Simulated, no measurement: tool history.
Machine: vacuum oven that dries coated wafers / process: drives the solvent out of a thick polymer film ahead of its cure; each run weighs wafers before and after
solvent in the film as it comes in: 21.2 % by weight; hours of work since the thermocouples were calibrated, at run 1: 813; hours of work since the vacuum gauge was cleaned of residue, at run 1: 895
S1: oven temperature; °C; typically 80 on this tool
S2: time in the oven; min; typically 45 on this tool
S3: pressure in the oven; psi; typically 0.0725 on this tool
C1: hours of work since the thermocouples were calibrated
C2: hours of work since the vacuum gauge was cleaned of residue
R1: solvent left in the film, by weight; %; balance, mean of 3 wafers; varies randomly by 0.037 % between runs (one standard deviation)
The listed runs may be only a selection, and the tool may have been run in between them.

Run 1, day 0: usual settings; C1 813; C2 895. Result: R1 1.47 %.
Run 2, day 0.896: usual settings; C1 830; C2 911. Result: R1 1.36 %.
Run 3, day 2.317: usual settings; C1 856; C2 938. Result: R1 1.47 %.
Run 4, day 3.154: usual settings; C1 872; C2 953. Result: R1 1.41 %.
At day 3.325: vacuum gauge cleaned of residue and calibrated.
Run 5, day 4.596: usual settings; C1 897; C2 24. Result: R1 1.57 %.
At day 5.908: vacuum gauge cleaned of residue and calibrated, once more.
Run 6, day 6.05: usual settings; C1 923; C2 3. Result: R1 1.28 %.
Run 7, day 6.942: usual settings but S1 69 °C, S3 0.0709 psi; C1 940; C2 19. Result: R1 5.26 %.
Run 8, day 8.162: usual settings but S1 69 °C, S2 39 min, S3 0.0571 psi; C1 962; C2 42. Result: R1 5.94 %.
Run 9, day 9.088: usual settings but S1 78 °C, S2 37 min, S3 0.0676 psi; C1 980; C2 59. Result: R1 2.52 %.
Run 10, day 10.088: usual settings but S1 90 °C, S2 46 min, S3 0.0676 psi; C1 998; C2 78. Result: R1 0.16 %.
Run 11, day 11.421: usual settings but S1 74 °C, S2 52 min; C1 1023; C2 102. Result: R1 2.49 %.

3 options for the next run, each taken on its own from the tool as it stands now. Forecast them:
Run A, day 13.083: usual settings but S1 81 °C, S2 36 min, S3 0.2329 psi; C1 1054; C2 133. Result: R1 ?.
Run B, day 13.083: usual settings but S1 74 °C, S2 52 min, S3 0.1262 psi; C1 1054; C2 133. Result: R1 ?.
Run C, day 13.083: usual settings but S1 85 °C, S2 56 min, S3 0.1369 psi; C1 1054; C2 133. Result: R1 ?.

run    R1
  A  2.45
  B  2.77
  C  0.63
The same runs, with their run-to-run variation unchanged, on a tool lacking any hidden condition would have given:
run    R1
  A  1.87
  B  2.06
  C   0.5

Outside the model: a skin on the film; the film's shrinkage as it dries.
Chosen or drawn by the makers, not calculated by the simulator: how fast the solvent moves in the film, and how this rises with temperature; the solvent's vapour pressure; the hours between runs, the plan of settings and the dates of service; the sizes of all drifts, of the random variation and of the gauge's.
